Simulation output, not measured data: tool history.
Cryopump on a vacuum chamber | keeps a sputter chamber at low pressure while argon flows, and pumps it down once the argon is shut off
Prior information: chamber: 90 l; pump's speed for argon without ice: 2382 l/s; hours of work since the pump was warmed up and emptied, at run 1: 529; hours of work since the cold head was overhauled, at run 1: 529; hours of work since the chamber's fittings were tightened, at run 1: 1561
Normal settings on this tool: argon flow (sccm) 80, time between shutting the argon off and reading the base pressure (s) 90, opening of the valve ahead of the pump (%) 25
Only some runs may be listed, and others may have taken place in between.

run,hour,argon flow (sccm),time between shutting the argon off and reading the base pressure (s),opening of the valve ahead of the pump (%),hours of work since the pump was warmed up and emptied,hours of work since the cold head was overhauled,hours of work since the chamber's fittings were tightened,pressure while argon flows (Pa),pressure after the wait (uPa)
1,0,80,90,25,529,529,1561,0.2349,1.12
2,79.3,80,90,16,576,576,1608,0.3634,1.21
3,197.8,80,90,16,647,647,1679,0.3658,1.2
4,304.8,80,90,16,710,710,1742,0.3681,1.31
# hour 329.6: pump warmed up, emptied and cooled again
5,430.4,80,90,16,60,782,1814,0.3572,1.11
6,523.9,80,90,16,116,838,1870,0.3581,1.2
7,587,80,90,16,153,875,1907,0.3541,1.2
8,695.9,80,90,52,218,940,1972,0.1124,1.3
9,756.7,80,90,52,254,976,2008,0.114,1.28
10,881.9,80,90,52,329,1051,2083,0.1154,1.35
11,990.8,72,90,52,393,1115,2147,0.1042,1.39
12,1106.1,80,90,25,462,1184,2216,0.2362,1.37
13,1196.5,80,90,25,516,1238,2270,0.235,1.44
14,1319.3,80,90,25,589,1311,2343,0.2375,1.54
15,1407.4,80,90,25,641,1363,2395,0.2378,1.55
16,1525.6,80,90,25,711,1434,2465,0.2405,1.53
# hour 1553.7: pump warmed up, emptied and cooled again
17,1624.1,80,90,25,42,1489,2521,0.2275,1.41
18,1736.5,71,90,23,109,1556,2588,0.223,1.55
19,1795,71,90,23,144,1591,2623,0.2238,1.53
20,1863.2,71,90,23,184,1631,2663,0.2223,1.5
21,1978,71,90,23,252,1700,2732,0.2226,1.63
22,2082.7,106,90,43,315,1762,2794,0.1843,1.68
23,2162.9,54,228,17,362,1810,2842,0.2285,1.51
24,2222.5,130,32,54,398,1845,2877,0.1847,2.13
25,2305.2,130,32,54,447,1894,2926,0.1857,2.2
26,2416.4,130,32,54,513,1960,2992,0.1868,2.35
27,2514.2,57,31,18,571,2019,3051,0.2332,2.37
28,2594.5,57,31,18,619,2066,3098,0.2324,2.43
29,2714,57,31,18,690,2138,3169,0.2341,2.45
# hour 2773.5: pump warmed up, emptied and cooled again
30,2843.7,152,88,39,42,2212,3244,0.2808,1.69
31,2912.2,80,90,26,82,2252,3284,0.2213,1.77
32,3014.4,80,90,26,143,2313,3345,0.2235,1.78
33,3122.4,85,21,32,208,2377,3409,0.1924,2.69
34,3225.5,80,170,35,269,2439,3471,0.1682,1.78

Below, each run's measurement less what the same run would have read without the hidden state. Both values contain the same run-to-run variation, but the gauge's scatter may not be the same in both:
What the log doesn't record here: pump's speed, % of a pump's without ice; cold plate's temperature, K; leak into the chamber, uPa l/s; drift of the gauge itself on working_pa, %; drift of the gauge itself on base_upa, %.
run,pressure while argon flows (Pa),pressure after the wait (uPa)
1,+0.0092,+0.75
2,+0.0102,+0.78
3,+0.0116,+0.81
4,+0.0129,+0.9
5,+0.0016,+0.73
6,+0.0024,+0.78
7,+0.0029,+0.8
8,+0.0038,+0.85
9,+0.0044,+0.89
10,+0.0057,+0.92
11,+0.0061,+0.98
12,+0.0078,+1.02
13,+0.0087,+1.04
14,+0.0102,+1.13
15,+0.0113,+1.16
16,+0.0126,+1.18
17,+0.0021,+1.03
18,+0.0028,+1.11
19,+0.0032,+1.11
20,+0.0038,+1.11
21,+0.0048,+1.2
22,+0.0085,+1.27
23,+0.0048,+1.27
24,+0.0128,+1.29
25,+0.0143,+1.33
26,+0.0163,+1.43
27,+0.0079,+1.46
28,+0.0085,+1.53
29,+0.0096,+1.55
30,+0.0047,+1.33
31,+0.0031,+1.39
32,+0.004,+1.39
33,+0.0054,+1.46
34,+0.006,+1.53

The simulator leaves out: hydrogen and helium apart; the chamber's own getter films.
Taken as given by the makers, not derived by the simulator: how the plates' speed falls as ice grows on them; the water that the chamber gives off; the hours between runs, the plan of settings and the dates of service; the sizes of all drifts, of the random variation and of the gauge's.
